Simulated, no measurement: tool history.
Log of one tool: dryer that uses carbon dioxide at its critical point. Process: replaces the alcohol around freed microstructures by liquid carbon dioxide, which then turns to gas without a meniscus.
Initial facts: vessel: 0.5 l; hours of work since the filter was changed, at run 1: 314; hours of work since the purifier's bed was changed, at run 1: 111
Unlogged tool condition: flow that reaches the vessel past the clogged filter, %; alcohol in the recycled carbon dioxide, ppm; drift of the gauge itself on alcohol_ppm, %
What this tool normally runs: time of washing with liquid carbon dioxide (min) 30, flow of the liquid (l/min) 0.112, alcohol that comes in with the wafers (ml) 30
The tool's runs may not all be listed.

run	day	time of washing with liquid carbon dioxide (min)	flow of the liquid (l/min)	alcohol that comes in with the wafers (ml)	hours of work since the filter was changed	hours of work since the purifier's bed was changed	alcohol left in the vessel before it's heated (ppm by volume)
1	0	30	0.112	30	314	111	527
2	0.412	30	0.112	30	320	117	533
3	0.871	30	0.112	30	327	123	525
4	1.129	30	0.112	35	331	127	643
5	1.329	30	0.112	35	334	130	627
6	1.662	45	0.112	30	339	135	76
7	2.017	45	0.112	30	344	140	81
8	2.467	45	0.112	30	351	147	88
# day 2.633: inlet filter changed
9	2.967	31	0.112	30	5	154	207
10	3.154	32	0.156	108	8	157	75
11	3.542	21	0.1	20	14	162	1247
12	3.729	47	0.092	80	16	165	162
13	3.929	47	0.092	80	19	168	163
14	4.346	25	0.112	30	25	174	597
15	4.612	25	0.112	30	29	178	597
16	4.917	25	0.112	30	34	183	627
17	5.292	34	0.156	87	39	188	55

Hidden state or all else? Some run-to-run changes of alcohol left in the vessel before it's heated (ppm by volume), split into what the settings, what came in and random variation would give without the hidden state, and what is left for the hidden state (with any gauge scatter that isn't in both results):
Run 5 -> 6: time of washing with liquid carbon dioxide (min) 30 -> 45, alcohol that comes in with the wafers (ml) 35 -> 30. alcohol left in the vessel before it's heated (ppm by volume) -551: hidden state -327, all else -224.
Run 10 -> 11: time of washing with liquid carbon dioxide (min) 32 -> 21, flow of the liquid (l/min) 0.156 -> 0.1, alcohol that comes in with the wafers (ml) 108 -> 20. alcohol left in the vessel before it's heated (ppm by volume) +1172: hidden state +34, all else +1138.

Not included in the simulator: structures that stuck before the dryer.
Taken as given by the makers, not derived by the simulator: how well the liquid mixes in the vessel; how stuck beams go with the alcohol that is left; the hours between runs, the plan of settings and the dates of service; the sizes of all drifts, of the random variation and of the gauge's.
